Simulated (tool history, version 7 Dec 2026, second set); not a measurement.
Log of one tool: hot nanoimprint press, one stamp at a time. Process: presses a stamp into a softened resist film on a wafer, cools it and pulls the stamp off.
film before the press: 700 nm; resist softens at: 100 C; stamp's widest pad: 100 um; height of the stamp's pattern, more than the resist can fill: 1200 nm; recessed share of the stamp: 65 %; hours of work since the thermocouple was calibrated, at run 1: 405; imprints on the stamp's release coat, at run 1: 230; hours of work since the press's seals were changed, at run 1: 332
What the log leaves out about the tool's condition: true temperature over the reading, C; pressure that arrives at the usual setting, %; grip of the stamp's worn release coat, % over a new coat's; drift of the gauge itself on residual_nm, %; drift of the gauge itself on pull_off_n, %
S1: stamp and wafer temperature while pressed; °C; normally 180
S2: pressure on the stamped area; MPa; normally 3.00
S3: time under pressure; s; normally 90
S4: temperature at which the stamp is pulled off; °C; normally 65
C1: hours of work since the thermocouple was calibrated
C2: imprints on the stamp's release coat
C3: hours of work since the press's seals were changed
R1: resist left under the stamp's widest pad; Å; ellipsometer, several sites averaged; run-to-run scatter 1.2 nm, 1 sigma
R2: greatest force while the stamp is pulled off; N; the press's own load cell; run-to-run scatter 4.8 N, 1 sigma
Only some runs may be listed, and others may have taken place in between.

| run | hour | S1 | S2 | S3 | S4 | C1 | C2 | C3 | R1 | R2 |
|---|---|---|---|---|---|---|---|---|---|---|
| 1 | 0.0 | 180 | 3.00 | 90 | 65 | 405 | 230 | 332 | 3703 | 243 |
| 2 | 11.7 | 180 | 2.47 | 90 | 65 | 411 | 248 | 337 | 4001 | 236 |
| 3 | 23.5 | 180 | 2.47 | 90 | 65 | 417 | 267 | 343 | 4035 | 240 |
| 4 | 35.7 | 180 | 2.47 | 90 | 65 | 423 | 286 | 350 | 4021 | 229 |
| 5 | 44.2 | 180 | 2.47 | 90 | 65 | 428 | 299 | 354 | 4031 | 232 |
|  | 49.6 | plate thermocouple calibrated |
| 6 | 64.3 | 180 | 2.47 | 90 | 65 | 7 | 326 | 362 | 4027 | 232 |
| 7 | 77.3 | 180 | 3.51 | 90 | 65 | 14 | 347 | 369 | 3420 | 238 |
| 8 | 89.5 | 180 | 3.51 | 90 | 65 | 20 | 366 | 375 | 3453 | 233 |
| 9 | 102.4 | 178 | 3.00 | 90 | 65 | 27 | 387 | 382 | 3949 | 233 |
| 10 | 117.1 | 178 | 3.00 | 90 | 65 | 34 | 410 | 389 | 3944 | 235 |
| 11 | 126.9 | 178 | 3.00 | 90 | 65 | 39 | 425 | 394 | 3937 | 233 |
| 12 | 144.5 | 178 | 3.00 | 90 | 65 | 48 | 453 | 403 | 3942 | 235 |
| 13 | 162.2 | 178 | 3.00 | 90 | 65 | 57 | 481 | 412 | 3948 | 238 |
| 14 | 175.9 | 178 | 3.00 | 90 | 65 | 64 | 503 | 419 | 3938 | 240 |
| 15 | 192.4 | 178 | 3.00 | 90 | 65 | 72 | 529 | 427 | 3950 | 239 |
| 16 | 205.5 | 170 | 4.44 | 99 | 64 | 79 | 550 | 434 | 4139 | 231 |
| 17 | 218.8 | 176 | 4.44 | 56 | 64 | 85 | 571 | 440 | 4085 | 240 |
| 18 | 236.7 | 176 | 4.44 | 56 | 64 | 94 | 599 | 449 | 4097 | 242 |
| 19 | 244.8 | 176 | 4.44 | 56 | 64 | 98 | 612 | 453 | 4080 | 239 |
| 20 | 262.9 | 176 | 4.44 | 56 | 64 | 108 | 640 | 463 | 4104 | 238 |
| 21 | 272.4 | 191 | 4.44 | 163 | 64 | 112 | 655 | 467 | 1690 | 246 |
| 22 | 280.1 | 191 | 4.44 | 163 | 64 | 116 | 668 | 471 | 1693 | 232 |
| 23 | 288.0 | 191 | 1.95 | 163 | 58 | 120 | 680 | 475 | 2676 | 259 |
| 24 | 306.2 | 180 | 4.53 | 103 | 58 | 129 | 709 | 484 | 2925 | 269 |
| 25 | 323.6 | 180 | 4.53 | 103 | 58 | 138 | 736 | 493 | 2924 | 248 |
| 26 | 337.5 | 187 | 2.47 | 127 | 58 | 145 | 758 | 500 | 2944 | 260 |
|  | 348.4 | press's hydraulic seals changed and the load cell set to zero |
| 27 | 363.4 | 180 | 3.12 | 132 | 51 | 154 | 787 | 8 | 3227 | 293 |
| 28 | 374.5 | 180 | 3.93 | 114 | 65 | 160 | 804 | 13 | 3019 | 237 |
| 29 | 382.6 | 180 | 3.93 | 114 | 65 | 164 | 817 | 17 | 3029 | 240 |

Forecast each of these 4 alternatives for the next run:
| A | 389.9 | 183 | 2.88 | 114 | 69 | 168 | 828 | 21 | ? | ? |
| B | 389.9 | 180 | 3.00 | 90 | 61 | 168 | 828 | 21 | ? | ? |
| C | 389.9 | 180 | 4.22 | 90 | 61 | 168 | 828 | 21 | ? | ? |
| D | 389.9 | 182 | 3.93 | 114 | 65 | 168 | 828 | 21 | ? | ? |

| run | R1 | R2 |
|---|---|---|
| A | 3220 | 227 |
| B | 3744 | 250 |
| C | 3172 | 253 |
| D | 2842 | 236 |
The same runs, with their run-to-run variation unchanged, on a tool lacking any hidden condition would have given:
| run | R1 | R2 |
|---|---|---|
| A | 3169 | 226 |
| B | 3685 | 248 |
| C | 3121 | 252 |
| D | 2797 | 235 |
